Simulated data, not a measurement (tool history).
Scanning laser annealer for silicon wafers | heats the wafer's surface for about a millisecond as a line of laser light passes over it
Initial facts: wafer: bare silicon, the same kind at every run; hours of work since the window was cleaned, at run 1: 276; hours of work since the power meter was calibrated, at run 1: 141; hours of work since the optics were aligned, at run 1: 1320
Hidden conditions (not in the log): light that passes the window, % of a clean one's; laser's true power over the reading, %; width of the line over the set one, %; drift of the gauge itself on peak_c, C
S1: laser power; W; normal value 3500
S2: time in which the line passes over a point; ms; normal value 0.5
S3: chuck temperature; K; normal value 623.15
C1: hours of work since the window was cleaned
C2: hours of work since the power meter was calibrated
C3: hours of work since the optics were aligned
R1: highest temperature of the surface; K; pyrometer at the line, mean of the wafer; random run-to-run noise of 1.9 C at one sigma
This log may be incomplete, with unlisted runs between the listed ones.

run 1 hour=0 | S1=3500 S2=0.5 S3=623.15 | C1=276 C2=141 C3=1320 | R1=1393.15
run 2 hour=46.8 | S1=3500 S2=0.5 S3=623.15 | C1=304 C2=169 C3=1348 | R1=1393.15
run 3 hour=71.4 | S1=3500 S2=0.5 S3=623.15 | C1=318 C2=183 C3=1363 | R1=1394.15
run 4 hour=95.5 | S1=3500 S2=0.5 S3=623.15 | C1=333 C2=198 C3=1377 | R1=1391.15
run 5 hour=123.6 | S1=3671 S2=0.5 S3=623.15 | C1=350 C2=215 C3=1394 | R1=1445.15
run 6 hour=162 | S1=3671 S2=0.5 S3=623.15 | C1=373 C2=238 C3=1417 | R1=1443.15
run 7 hour=190 | S1=3671 S2=0.5 S3=623.15 | C1=390 C2=255 C3=1434 | R1=1443.15
run 8 hour=214.6 | S1=3671 S2=0.5 S3=623.15 | C1=404 C2=269 C3=1449 | R1=1440.15
run 9 hour=270.5 | S1=3671 S2=0.5 S3=623.15 | C1=438 C2=303 C3=1482 | R1=1442.15
run 10 hour=308.3 | S1=3671 S2=0.5 S3=623.15 | C1=461 C2=325 C3=1505 | R1=1443.15
run 11 hour=340.6 | S1=3747 S2=0.5 S3=623.15 | C1=480 C2=345 C3=1524 | R1=1465.15
-- hour=371.5 window over the wafer cleaned
run 12 hour=381.4 | S1=3747 S2=0.5 S3=623.15 | C1=6 C2=368 C3=1548 | R1=1467.15
run 13 hour=417.9 | S1=3747 S2=0.5 S3=623.15 | C1=28 C2=390 C3=1570 | R1=1463.15
run 14 hour=466.1 | S1=3747 S2=0.5 S3=623.15 | C1=57 C2=419 C3=1598 | R1=1463.15
run 15 hour=491.3 | S1=3747 S2=0.5 S3=623.15 | C1=72 C2=434 C3=1614 | R1=1467.15
run 16 hour=540.6 | S1=3747 S2=0.5 S3=607.15 | C1=101 C2=464 C3=1643 | R1=1446.15
run 17 hour=592.5 | S1=3747 S2=0.5 S3=607.15 | C1=133 C2=495 C3=1674 | R1=1448.15
-- hour=604.5 optics aligned, line set to its width
run 18 hour=645 | S1=3747 S2=0.5 S3=607.15 | C1=161 C2=523 C3=24 | R1=1450.15
run 19 hour=673.5 | S1=3500 S2=0.5 S3=623.15 | C1=178 C2=540 C3=41 | R1=1394.15
run 20 hour=704.8 | S1=3500 S2=0.5 S3=623.15 | C1=197 C2=559 C3=60 | R1=1390.15
run 21 hour=749.6 | S1=3500 S2=0.495 S3=624.15 | C1=224 C2=586 C3=87 | R1=1390.15
run 22 hour=790.8 | S1=3142 S2=0.469 S3=594.15 | C1=249 C2=611 C3=112 | R1=1240.15
run 23 hour=831.9 | S1=3500 S2=0.609 S3=649.15 | C1=273 C2=635 C3=136 | R1=1507.15
run 24 hour=886.2 | S1=3535 S2=0.576 S3=596.15 | C1=306 C2=668 C3=169 | R1=1444.15
run 25 hour=919 | S1=3535 S2=0.603 S3=596.15 | C1=325 C2=688 C3=189 | R1=1461.15
run 26 hour=972 | S1=3687 S2=0.499 S3=605.15 | C1=357 C2=719 C3=220 | R1=1430.15
run 27 hour=1022.6 | S1=3483 S2=0.362 S3=650.15 | C1=388 C2=750 C3=251 | R1=1289.15
run 28 hour=1061 | S1=3483 S2=0.362 S3=650.15 | C1=411 C2=773 C3=274 | R1=1290.15
run 29 hour=1095.1 | S1=3673 S2=0.362 S3=598.15 | C1=431 C2=793 C3=294 | R1=1283.15
run 30 hour=1144.3 | S1=3738 S2=0.408 S3=619.15 | C1=461 C2=823 C3=324 | R1=1370.15
run 31 hour=1200.1 | S1=3544 S2=0.353 S3=619.15 | C1=494 C2=856 C3=357 | R1=1262.15
-- hour=1205.2 window over the wafer cleaned
run 32 hour=1226.8 | S1=3239 S2=0.458 S3=612.15 | C1=13 C2=871 C3=372 | R1=1275.15
run 33 hour=1264.2 | S1=3303 S2=0.361 S3=623.15 | C1=35 C2=894 C3=395 | R1=1219.15
run 34 hour=1291.3 | S1=3303 S2=0.361 S3=623.15 | C1=52 C2=910 C3=411 | R1=1218.15
run 35 hour=1327.4 | S1=3778 S2=0.361 S3=601.15 | C1=73 C2=931 C3=432 | R1=1311.15
run 36 hour=1369 | S1=3630 S2=0.361 S3=601.15 | C1=98 C2=956 C3=457 | R1=1275.15
run 37 hour=1417.8 | S1=3258 S2=0.574 S3=662.15 | C1=128 C2=986 C3=487 | R1=1422.15
run 38 hour=1443.1 | S1=3258 S2=0.574 S3=662.15 | C1=143 C2=1001 C3=502 | R1=1420.15
run 39 hour=1496.9 | S1=3418 S2=0.574 S3=652.15 | C1=175 C2=1033 C3=534 | R1=1458.15
run 40 hour=1523.1 | S1=3418 S2=0.574 S3=652.15 | C1=191 C2=1049 C3=550 | R1=1459.15

3 options for the next run, each taken on its own from the tool as it stands now. Forecast them:
run A hour=1559.5 | S1=3398 S2=0.574 S3=652.15 | C1=213 C2=1071 C3=572 | R1=?
run B hour=1559.5 | S1=3733 S2=0.444 S3=652.15 | C1=213 C2=1071 C3=572 | R1=?
run C hour=1559.5 | S1=3552 S2=0.562 S3=597.15 | C1=213 C2=1071 C3=572 | R1=?

run=A R1=1452.15
run=B R1=1434.15
run=C R1=1434.15
Take away the tool's hidden state, keep each run's random variation, and the runs would have read:
run=A R1=1452.15
run=B R1=1434.15
run=C R1=1434.15
